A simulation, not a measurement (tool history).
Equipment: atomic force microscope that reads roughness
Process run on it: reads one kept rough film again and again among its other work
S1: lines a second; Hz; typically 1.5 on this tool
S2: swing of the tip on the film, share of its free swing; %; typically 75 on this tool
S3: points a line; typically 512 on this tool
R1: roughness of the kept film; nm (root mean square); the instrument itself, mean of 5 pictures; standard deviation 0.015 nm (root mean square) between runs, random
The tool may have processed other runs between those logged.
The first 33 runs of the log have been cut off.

run    hour    S1  S2    S3     R1
     1785.5  -- height scale calibrated on a step standard
 34  1811.7  0.83  56  1023  3.815
 35  1857.6   1.5  75   296  3.463
     1865.3  -- new tip fitted
 36  1936.4  2.92  58   333  3.582
       1967  -- new tip fitted
 37  2000.4  0.88  68   411  3.736
     2065.2  -- new tip fitted
 38  2071.7  0.88  68   411  3.741
 39  2104.1  0.88  83   293   3.56
     2164.7  -- new tip fitted
 40  2170.7   1.5  65   512  3.745
 41    2232   1.5  65   512  3.642
     2264.4  -- new tip fitted
 42    2275   1.8  58   669  3.718
 43  2316.1   1.8  79   494  3.423
     2365.3  -- new tip fitted
 44  2387.5   1.8  79   494  3.421
 45    2438   1.5  85   836  3.343
     2463.4  -- new tip fitted
 46  2500.5  1.25  60   627  3.729
 47    2548  1.25  60   627  3.685
     2563.6  -- new tip fitted
 48  2613.1  2.13  75   673   3.43
 49  2644.6  2.13  75   673  3.403
     2662.7  -- new tip fitted
 50  2683.8  2.87  69   366  3.461
 51  2718.1  2.87  86   293  2.999
 52  2755.7  1.17  75   512  3.525

Forecast each of these 3 alternatives for the next run:
     2762  -- new tip fitted
  A  2788   1.5  58  266   ?
     2762  -- new tip fitted
  B  2788  2.18  63  380   ?
     2762  -- new tip fitted
  C  2788  1.17  60  813   ?

run     R1
  A  3.744
  B  3.642
  C  3.753
The same runs, with their run-to-run variation unchanged, on a tool lacking any hidden condition would have given:
run     R1
  A  3.778
  B  3.676
  C  3.787
